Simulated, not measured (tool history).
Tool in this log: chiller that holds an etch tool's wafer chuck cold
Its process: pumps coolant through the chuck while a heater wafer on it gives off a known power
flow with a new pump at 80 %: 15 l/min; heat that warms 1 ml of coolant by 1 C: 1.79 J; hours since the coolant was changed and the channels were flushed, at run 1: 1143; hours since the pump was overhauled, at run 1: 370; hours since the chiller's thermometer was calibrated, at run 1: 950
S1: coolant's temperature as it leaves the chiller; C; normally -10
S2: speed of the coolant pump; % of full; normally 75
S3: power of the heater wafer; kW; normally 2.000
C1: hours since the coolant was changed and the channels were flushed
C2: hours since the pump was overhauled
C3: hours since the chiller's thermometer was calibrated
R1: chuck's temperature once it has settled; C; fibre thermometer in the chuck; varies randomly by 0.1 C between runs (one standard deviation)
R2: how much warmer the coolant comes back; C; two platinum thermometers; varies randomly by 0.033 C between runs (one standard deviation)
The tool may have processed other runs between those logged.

run 1 hour=0.0 | S1=-10 S2=75 S3=2.000 | C1=1143 C2=370 C3=950 | R1=8.0 R2=4.85
run 2 hour=50.2 | S1=-10 S2=75 S3=2.000 | C1=1194 C2=420 C3=1000 | R1=8.1 R2=4.77
run 3 hour=91.3 | S1=-13 S2=75 S3=2.000 | C1=1235 C2=461 C3=1041 | R1=4.8 R2=4.79
run 4 hour=127.7 | S1=0 S2=75 S3=2.000 | C1=1271 C2=497 C3=1078 | R1=18.1 R2=4.87
run 5 hour=183.1 | S1=-10 S2=75 S3=2.000 | C1=1326 C2=553 C3=1133 | R1=8.0 R2=4.85
run 6 hour=234.6 | S1=-10 S2=75 S3=2.000 | C1=1378 C2=604 C3=1185 | R1=7.9 R2=4.80
run 7 hour=290.1 | S1=-10 S2=75 S3=2.000 | C1=1433 C2=660 C3=1240 | R1=8.1 R2=4.85
run 8 hour=351.4 | S1=-10 S2=75 S3=1.235 | C1=1495 C2=721 C3=1301 | R1=1.3 R2=3.02
run 9 hour=414.7 | S1=-10 S2=75 S3=1.235 | C1=1558 C2=784 C3=1365 | R1=1.3 R2=3.04
run 10 hour=470.6 | S1=-10 S2=75 S3=1.235 | C1=1614 C2=840 C3=1421 | R1=1.2 R2=3.03
run 11 hour=539.7 | S1=-3 S2=75 S3=1.235 | C1=1683 C2=909 C3=1490 | R1=8.4 R2=3.04
run 12 hour=596.8 | S1=-3 S2=75 S3=1.235 | C1=1740 C2=967 C3=1547 | R1=8.3 R2=3.03
run 13 hour=634.9 | S1=-9 S2=75 S3=2.000 | C1=1778 C2=1005 C3=1585 | R1=9.4 R2=4.85
run 14 hour=686.4 | S1=-9 S2=75 S3=2.000 | C1=1830 C2=1056 C3=1636 | R1=9.3 R2=4.89
run 15 hour=732.2 | S1=-9 S2=75 S3=2.000 | C1=1876 C2=1102 C3=1682 | R1=9.3 R2=4.87
run 16 hour=796.0 | S1=-15 S2=75 S3=2.000 | C1=1939 C2=1166 C3=1746 | R1=3.4 R2=4.87
run 17 hour=844.3 | S1=-10 S2=75 S3=2.421 | C1=1988 C2=1214 C3=1794 | R1=12.3 R2=5.95
run 18 hour=899.4 | S1=-10 S2=75 S3=2.421 | C1=2043 C2=1269 C3=1849 | R1=12.3 R2=5.96
run 19 hour=929.8 | S1=-20 S2=68 S3=2.009 | C1=2073 C2=1300 C3=1880 | R1=0.2 R2=5.40
run 20 hour=992.6 | S1=-3 S2=75 S3=2.254 | C1=2136 C2=1362 C3=1943 | R1=17.9 R2=5.57
run 21 hour=1022.0 | S1=-3 S2=89 S3=2.254 | C1=2165 C2=1392 C3=1972 | R1=15.1 R2=4.66
run 22 hour=1068.4 | S1=-18 S2=75 S3=2.000 | C1=2212 C2=1438 C3=2018 | R1=0.5 R2=4.89
run 23 hour=1099.8 | S1=-8 S2=74 S3=1.626 | C1=2243 C2=1470 C3=2050 | R1=7.4 R2=4.12
run 24 hour=1167.7 | S1=-3 S2=93 S3=2.000 | C1=2311 C2=1537 C3=2118 | R1=12.5 R2=4.00
run 25 hour=1234.0 | S1=-10 S2=80 S3=2.496 | C1=2377 C2=1604 C3=2184 | R1=12.3 R2=5.85
run 26 hour=1268.7 | S1=-15 S2=71 S3=1.916 | C1=2412 C2=1638 C3=2219 | R1=3.7 R2=5.00
run 27 hour=1303.3 | S1=-15 S2=71 S3=1.916 | C1=2447 C2=1673 C3=2253 | R1=3.8 R2=5.03
run 28 hour=1342.2 | S1=-1 S2=83 S3=1.080 | C1=2486 C2=1712 C3=2292 | R1=8.4 R2=2.47
run 29 hour=1398.7 | S1=-3 S2=77 S3=1.883 | C1=2542 C2=1768 C3=2349 | R1=14.1 R2=4.56
run 30 hour=1436.8 | S1=-10 S2=72 S3=1.142 | C1=2580 C2=1807 C3=2387 | R1=1.1 R2=2.90
run 31 hour=1493.3 | S1=-19 S2=84 S3=1.528 | C1=2637 C2=1863 C3=2443 | R1=-5.9 R2=3.38

Table of differences, measured result less the result of that run with no hidden state. Run-to-run variation is the same in both. Gauge scatter possibly is not:
Hidden state at play: heat passed by the chuck's channels, % of clean ones'; flow at a given pump speed, % of a new pump's; coolant's true temperature over the reading, C; drift of the gauge itself on chuck_c, C; drift of the gauge itself on warmer_back_c, C.
run=1 R1=+0.7 R2=+0.04
run=2 R1=+0.8 R2=+0.04
run=3 R1=+0.8 R2=+0.05
run=4 R1=+0.8 R2=+0.05
run=5 R1=+0.8 R2=+0.06
run=6 R1=+0.8 R2=+0.06
run=7 R1=+0.9 R2=+0.07
run=8 R1=+0.5 R2=+0.05
run=9 R1=+0.6 R2=+0.05
run=10 R1=+0.6 R2=+0.05
run=11 R1=+0.6 R2=+0.06
run=12 R1=+0.7 R2=+0.06
run=13 R1=+1.1 R2=+0.11
run=14 R1=+1.1 R2=+0.11
run=15 R1=+1.2 R2=+0.11
run=16 R1=+1.2 R2=+0.12
run=17 R1=+1.5 R2=+0.15
run=18 R1=+1.5 R2=+0.16
run=19 R1=+1.4 R2=+0.15
run=20 R1=+1.5 R2=+0.15
run=21 R1=+1.3 R2=+0.13
run=22 R1=+1.4 R2=+0.15
run=23 R1=+1.2 R2=+0.13
run=24 R1=+1.3 R2=+0.13
run=25 R1=+1.8 R2=+0.19
run=26 R1=+1.6 R2=+0.18
run=27 R1=+1.6 R2=+0.18
run=28 R1=+0.8 R2=+0.09
run=29 R1=+1.6 R2=+0.17
run=30 R1=+1.0 R2=+0.11
run=31 R1=+1.1 R2=+0.13

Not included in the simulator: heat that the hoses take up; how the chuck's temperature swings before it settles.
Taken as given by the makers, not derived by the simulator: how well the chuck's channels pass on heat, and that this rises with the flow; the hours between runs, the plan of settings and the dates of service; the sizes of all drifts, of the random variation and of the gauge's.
